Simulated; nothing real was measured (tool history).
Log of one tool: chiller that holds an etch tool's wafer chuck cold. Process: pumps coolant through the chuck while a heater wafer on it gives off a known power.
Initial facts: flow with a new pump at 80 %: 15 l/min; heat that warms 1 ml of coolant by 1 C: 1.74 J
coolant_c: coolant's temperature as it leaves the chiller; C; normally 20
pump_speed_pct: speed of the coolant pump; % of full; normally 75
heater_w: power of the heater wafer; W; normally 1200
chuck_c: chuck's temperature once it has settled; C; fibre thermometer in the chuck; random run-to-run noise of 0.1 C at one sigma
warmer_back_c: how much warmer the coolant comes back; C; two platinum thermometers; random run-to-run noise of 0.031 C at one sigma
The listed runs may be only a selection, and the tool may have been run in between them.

Run 1, hour 0.0: usual settings. Result: chuck_c 31.1 C, warmer_back_c 2.97 C.
Run 2, hour 56.9: usual settings. Result: chuck_c 31.1 C, warmer_back_c 3.02 C.
Run 3, hour 120.1: usual settings. Result: chuck_c 31.2 C, warmer_back_c 2.97 C.
Run 4, hour 205.8: usual settings. Result: chuck_c 31.1 C, warmer_back_c 2.96 C.
Run 5, hour 255.1: usual settings. Result: chuck_c 30.9 C, warmer_back_c 2.99 C.
Run 6, hour 318.6: usual settings. Result: chuck_c 31.1 C, warmer_back_c 3.00 C.
Run 7, hour 365.9: usual settings. Result: chuck_c 31.2 C, warmer_back_c 2.95 C.
At hour 423.5: chiller's thermometer calibrated.
Run 8, hour 432.5: usual settings. Result: chuck_c 31.2 C, warmer_back_c 2.98 C.
Run 9, hour 517.1: usual settings. Result: chuck_c 31.2 C, warmer_back_c 2.96 C.
Run 10, hour 596.8: usual settings but pump_speed_pct 64 % of full. Result: chuck_c 33.0 C, warmer_back_c 3.53 C.
Run 11, hour 653.2: usual settings but heater_w 661 W. Result: chuck_c 26.3 C, warmer_back_c 1.72 C.
Run 12, hour 694.6: usual settings but heater_w 661 W. Result: chuck_c 26.1 C, warmer_back_c 1.67 C.
Run 13, hour 743.1: usual settings but heater_w 661 W. Result: chuck_c 26.3 C, warmer_back_c 1.67 C.
Run 14, hour 795.0: usual settings but heater_w 661 W. Result: chuck_c 26.2 C, warmer_back_c 1.70 C.
Run 15, hour 865.0: usual settings but pump_speed_pct 94 % of full. Result: chuck_c 29.1 C, warmer_back_c 2.45 C.
Run 16, hour 911.4: usual settings but coolant_c 16 C. Result: chuck_c 27.2 C, warmer_back_c 3.07 C.
Run 17, hour 956.8: usual settings but coolant_c 16 C, heater_w 1666 W. Result: chuck_c 31.5 C, warmer_back_c 4.14 C.
Run 18, hour 1032.7: usual settings but coolant_c 16 C, heater_w 1666 W. Result: chuck_c 31.6 C, warmer_back_c 4.16 C.
Run 19, hour 1090.6: usual settings but coolant_c 29 C, pump_speed_pct 80 % of full, heater_w 1366 W. Result: chuck_c 41.0 C, warmer_back_c 3.26 C.
Run 20, hour 1135.4: usual settings but pump_speed_pct 93 % of full, heater_w 1554 W. Result: chuck_c 31.9 C, warmer_back_c 3.12 C.
Run 21, hour 1217.7: usual settings but coolant_c 28 C, pump_speed_pct 70 % of full, heater_w 1554 W. Result: chuck_c 43.4 C, warmer_back_c 4.27 C.
Run 22, hour 1266.9: usual settings but coolant_c 28 C, pump_speed_pct 64 % of full, heater_w 627 W. Result: chuck_c 34.8 C, warmer_back_c 1.89 C.
Run 23, hour 1323.3: usual settings but coolant_c 28 C, pump_speed_pct 64 % of full, heater_w 627 W. Result: chuck_c 34.9 C, warmer_back_c 1.90 C.
Run 24, hour 1358.7: usual settings but heater_w 972 W. Result: chuck_c 29.0 C, warmer_back_c 2.50 C.
Run 25, hour 1410.2: usual settings but pump_speed_pct 62 % of full, heater_w 610 W. Result: chuck_c 26.9 C, warmer_back_c 1.96 C.
Run 26, hour 1448.4: usual settings but coolant_c 12 C, pump_speed_pct 68 % of full, heater_w 964 W. Result: chuck_c 21.7 C, warmer_back_c 2.78 C.

The next listed run, before its measurement:
Run 27, hour 1504.2: usual settings but coolant_c 26 C, pump_speed_pct 85 % of full, heater_w 1610 W. Result: chuck_c ?, warmer_back_c ?.

{"run 27": {"chuck_c": 39.5, "warmer_back_c": 3.65}}
Minus the tool's unlogged condition, the same run would have read chuck_c 39.5 C, warmer_back_c 3.55 C.
